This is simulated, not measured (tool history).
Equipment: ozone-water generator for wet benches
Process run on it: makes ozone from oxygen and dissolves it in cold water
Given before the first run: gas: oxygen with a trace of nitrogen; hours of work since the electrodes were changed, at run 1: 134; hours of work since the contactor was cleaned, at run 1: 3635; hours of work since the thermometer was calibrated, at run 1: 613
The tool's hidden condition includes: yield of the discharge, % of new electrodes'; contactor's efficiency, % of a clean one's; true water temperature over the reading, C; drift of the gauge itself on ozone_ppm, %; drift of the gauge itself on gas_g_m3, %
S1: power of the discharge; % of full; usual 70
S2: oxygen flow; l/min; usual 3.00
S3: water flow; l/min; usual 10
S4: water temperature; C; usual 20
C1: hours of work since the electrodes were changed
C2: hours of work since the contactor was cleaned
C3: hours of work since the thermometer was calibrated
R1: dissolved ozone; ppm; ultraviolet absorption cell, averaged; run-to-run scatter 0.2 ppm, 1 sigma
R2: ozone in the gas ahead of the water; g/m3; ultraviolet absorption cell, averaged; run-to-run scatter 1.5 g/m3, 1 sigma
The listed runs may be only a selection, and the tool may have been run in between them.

run   hour  S1    S2  S3  S4   C1    C2   C3    R1     R2
  1    0.0  70  3.00  10  20  134  3635  613  28.7  272.0
  2   23.8  70  3.00  10  20  149  3650  627  29.1  270.6
  3   52.5  75  3.00  10  20  166  3667  645  30.3  284.4
  4   67.5  75  3.00  10  20  175  3676  654  30.3  284.1
  5   94.8  75  3.00  11  20  192  3693  670  28.4  283.9
  6  109.8  70  3.00  10  20  201  3702  680  28.8  269.8
  7  122.7  70  3.00   7  20  209  3710  687  37.2  271.2
  8  135.7  70  3.00   7  20  217  3718  695  36.9  267.9
  9  154.0  73  1.95   7  23  228  3729  707  35.3  321.9
 10  174.7  73  1.95   7  23  241  3742  719  35.2  326.9
 11  199.7  73  1.95   7  23  256  3757  734  35.7  328.0

Forecast run 12:
 12  227.3  73  1.95   7  23  273  3774  751   ?   ?

{"run 12": {"R1": 35.6, "R2": 326.3}}
With the hidden condition absent and the run-to-run variation left alone, this run would have shown R1 35.6 ppm, R2 332.0 g/m3.
